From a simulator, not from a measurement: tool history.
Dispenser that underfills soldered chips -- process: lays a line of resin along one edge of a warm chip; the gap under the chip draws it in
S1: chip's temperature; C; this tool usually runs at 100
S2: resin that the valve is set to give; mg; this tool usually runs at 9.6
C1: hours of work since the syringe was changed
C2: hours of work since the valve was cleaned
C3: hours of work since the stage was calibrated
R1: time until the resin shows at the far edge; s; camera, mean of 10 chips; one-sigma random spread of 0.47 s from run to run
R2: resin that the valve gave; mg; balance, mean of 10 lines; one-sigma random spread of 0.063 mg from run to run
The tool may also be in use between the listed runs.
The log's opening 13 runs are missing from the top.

{"run": 14, "hour": 63.3, "S1": 100, "S2": 9.6, "C1": 10, "C2": 97, "C3": 157, "R1": 61.4, "R2": 8.72}
{"hour": 64.1, "done": "new syringe of resin"}
{"run": 15, "hour": 67.9, "S1": 100, "S2": 9.6, "C1": 3, "C2": 100, "C3": 160, "R1": 43.4, "R2": 8.79}
{"run": 16, "hour": 70.9, "S1": 100, "S2": 9.6, "C1": 5, "C2": 102, "C3": 163, "R1": 48.2, "R2": 8.6}
{"run": 17, "hour": 74.7, "S1": 100, "S2": 9.6, "C1": 7, "C2": 105, "C3": 165, "R1": 56.9, "R2": 8.65}
{"run": 18, "hour": 77.6, "S1": 100, "S2": 9.6, "C1": 9, "C2": 107, "C3": 167, "R1": 62.2, "R2": 8.48}
{"hour": 78.9, "done": "new syringe of resin"}
{"run": 19, "hour": 83.7, "S1": 100, "S2": 9.6, "C1": 3, "C2": 111, "C3": 171, "R1": 43.7, "R2": 8.65}
{"run": 20, "hour": 89.3, "S1": 92, "S2": 10.95, "C1": 7, "C2": 115, "C3": 175, "R1": 71.5, "R2": 9.72}
{"hour": 93.7, "done": "new syringe of resin"}
{"run": 21, "hour": 94.0, "S1": 97, "S2": 11.27, "C1": 0, "C2": 118, "C3": 178, "R1": 39.9, "R2": 10.02}
{"run": 22, "hour": 100.3, "S1": 109, "S2": 10.02, "C1": 5, "C2": 122, "C3": 183, "R1": 34.5, "R2": 8.86}
{"run": 23, "hour": 105.2, "S1": 89, "S2": 10.46, "C1": 8, "C2": 125, "C3": 186, "R1": 86.2, "R2": 9.18}
{"hour": 108.4, "done": "new syringe of resin"}
{"run": 24, "hour": 111.8, "S1": 107, "S2": 11.67, "C1": 2, "C2": 130, "C3": 190, "R1": 31.8, "R2": 10.03}
{"run": 25, "hour": 116.5, "S1": 103, "S2": 8.55, "C1": 6, "C2": 133, "C3": 194, "R1": 47, "R2": 7.47}
{"run": 26, "hour": 119.9, "S1": 109, "S2": 8.66, "C1": 8, "C2": 135, "C3": 196, "R1": 44.6, "R2": 7.62}
{"hour": 123.1, "done": "new syringe of resin"}
{"run": 27, "hour": 123.8, "S1": 101, "S2": 12.46, "C1": 0, "C2": 138, "C3": 199, "R1": 34.3, "R2": 10.83}
{"hour": 129.4, "done": "dispensing valve cleaned and set on the balance"}
{"run": 28, "hour": 130.3, "S1": 104, "S2": 11.04, "C1": 4, "C2": 1, "C3": 202, "R1": 38.9, "R2": 11.05}
{"run": 29, "hour": 135.6, "S1": 103, "S2": 10.29, "C1": 8, "C2": 4, "C3": 206, "R1": 48.2, "R2": 10.17}
{"hour": 139.0, "done": "new syringe of resin"}
{"run": 30, "hour": 142.0, "S1": 114, "S2": 11.55, "C1": 2, "C2": 9, "C3": 210, "R1": 25, "R2": 11.48}
{"run": 31, "hour": 147.7, "S1": 102, "S2": 9.77, "C1": 6, "C2": 13, "C3": 214, "R1": 46.6, "R2": 9.72}
{"run": 32, "hour": 152.9, "S1": 86, "S2": 8.54, "C1": 10, "C2": 16, "C3": 218, "R1": 108.2, "R2": 8.41}
{"hour": 153.7, "done": "new syringe of resin"}
{"run": 33, "hour": 157.0, "S1": 104, "S2": 10.55, "C1": 2, "C2": 19, "C3": 221, "R1": 34.1, "R2": 10.17}
{"run": 34, "hour": 161.3, "S1": 86, "S2": 12.46, "C1": 5, "C2": 22, "C3": 224, "R1": 81, "R2": 12.23}
{"run": 35, "hour": 164.1, "S1": 112, "S2": 10.22, "C1": 7, "C2": 24, "C3": 226, "R1": 34.8, "R2": 10.05}

Branching from run 35: 3 alternative next runs. What would each branch give?
{"hour": 168.2, "done": "new syringe of resin"}
{"run": "A", "hour": 168.6, "S1": 96, "S2": 11.48, "C1": 0, "C2": 27, "C3": 229, "R1": "?", "R2": "?"}
{"hour": 168.2, "done": "new syringe of resin"}
{"run": "B", "hour": 168.6, "S1": 112, "S2": 9.77, "C1": 0, "C2": 27, "C3": 229, "R1": "?", "R2": "?"}
{"hour": 168.2, "done": "new syringe of resin"}
{"run": "C", "hour": 168.6, "S1": 100, "S2": 11.59, "C1": 0, "C2": 27, "C3": 229, "R1": "?", "R2": "?"}

run=A R1=41.2 R2=11.24
run=B R1=23.3 R2=9.38
run=C R1=35.3 R2=11.33
What these runs would have given with no unlogged condition in the tool:
run=A R1=41.2 R2=11.52
run=B R1=23.2 R2=9.62
run=C R1=35.3 R2=11.62
